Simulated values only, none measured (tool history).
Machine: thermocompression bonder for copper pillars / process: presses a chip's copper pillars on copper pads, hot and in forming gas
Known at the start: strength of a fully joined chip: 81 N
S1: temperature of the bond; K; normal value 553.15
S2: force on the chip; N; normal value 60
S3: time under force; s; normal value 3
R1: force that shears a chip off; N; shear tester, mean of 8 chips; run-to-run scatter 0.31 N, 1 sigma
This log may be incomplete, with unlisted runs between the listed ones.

run 1 hour=0.0 | S1=553.15 S2=60 S3=3 | R1=51.8
run 2 hour=18.1 | S1=553.15 S2=60 S3=3 | R1=51.7
run 3 hour=36.4 | S1=553.15 S2=60 S3=3 | R1=51.7
run 4 hour=55.5 | S1=553.15 S2=60 S3=3 | R1=52.0
run 5 hour=86.3 | S1=553.15 S2=60 S3=3 | R1=52.2
run 6 hour=106.6 | S1=558.15 S2=60 S3=3 | R1=53.9
-- hour=130.1 forming gas filter changed
run 7 hour=137.3 | S1=553.15 S2=60 S3=2 | R1=46.5
run 8 hour=154.7 | S1=553.15 S2=60 S3=2 | R1=46.8
run 9 hour=174.0 | S1=553.15 S2=60 S3=2 | R1=46.9
run 10 hour=189.6 | S1=553.15 S2=60 S3=3 | R1=53.1
run 11 hour=215.5 | S1=543.15 S2=60 S3=3 | R1=49.6
run 12 hour=234.8 | S1=543.15 S2=60 S3=3 | R1=50.0
run 13 hour=266.2 | S1=553.15 S2=60 S3=3 | R1=53.0
-- hour=279.4 gauge calibrated
run 14 hour=286.1 | S1=553.15 S2=60 S3=3 | R1=51.8
run 15 hour=314.4 | S1=553.15 S2=60 S3=3 | R1=51.6
-- hour=322.3 forming gas filter changed
run 16 hour=339.9 | S1=553.15 S2=60 S3=3 | R1=52.1
run 17 hour=354.5 | S1=553.15 S2=60 S3=3 | R1=53.1
run 18 hour=369.2 | S1=553.15 S2=56 S3=3 | R1=48.7
run 19 hour=390.6 | S1=531.15 S2=60 S3=3 | R1=44.9
run 20 hour=404.8 | S1=531.15 S2=60 S3=3 | R1=44.3
run 21 hour=420.2 | S1=531.15 S2=60 S3=3 | R1=44.7
run 22 hour=434.2 | S1=553.15 S2=78 S3=3 | R1=63.3
run 23 hour=451.1 | S1=580.15 S2=50 S3=2 | R1=47.6
run 24 hour=482.0 | S1=568.15 S2=45 S3=4 | R1=49.5
run 25 hour=500.5 | S1=548.15 S2=60 S3=4 | R1=55.0
-- hour=515.3 forming gas filter changed
run 26 hour=520.0 | S1=530.15 S2=68 S3=3 | R1=50.4
run 27 hour=542.0 | S1=530.15 S2=68 S3=3 | R1=50.0
run 28 hour=556.1 | S1=569.15 S2=75 S3=2 | R1=62.6
run 29 hour=586.4 | S1=573.15 S2=75 S3=2 | R1=63.9
run 30 hour=618.7 | S1=565.15 S2=54 S3=7 | R1=65.4
run 31 hour=644.1 | S1=564.15 S2=81 S3=4 | R1=73.0
run 32 hour=676.9 | S1=564.15 S2=81 S3=4 | R1=73.0
run 33 hour=698.4 | S1=553.15 S2=38 S3=3 | R1=34.8
-- hour=709.3 forming gas filter changed
run 34 hour=730.0 | S1=553.15 S2=38 S3=3 | R1=34.9
run 35 hour=761.4 | S1=542.15 S2=51 S3=2 | R1=37.7
run 36 hour=779.1 | S1=542.15 S2=63 S3=3 | R1=52.4
run 37 hour=792.8 | S1=523.15 S2=59 S3=4 | R1=46.6
run 38 hour=815.1 | S1=523.15 S2=59 S3=4 | R1=47.0
run 39 hour=838.9 | S1=553.15 S2=41 S3=3 | R1=38.2
run 40 hour=858.3 | S1=533.15 S2=80 S3=2 | R1=53.7

Below are 4 alternative next runs, each starting from the tool's condition after run 40. Predict each:
run A hour=872.5 | S1=553.15 S2=60 S3=4 | R1=?
run B hour=872.5 | S1=578.15 S2=66 S3=2 | R1=?
run C hour=872.5 | S1=546.15 S2=84 S3=2 | R1=?
run D hour=872.5 | S1=533.15 S2=62 S3=4 | R1=?

run=A R1=58.3
run=B R1=61.9
run=C R1=61.4
run=D R1=53.3
The same runs, with their run-to-run variation unchanged, on a tool lacking any hidden condition would have given:
run=A R1=55.1
run=B R1=58.5
run=C R1=58.1
run=D R1=50.4
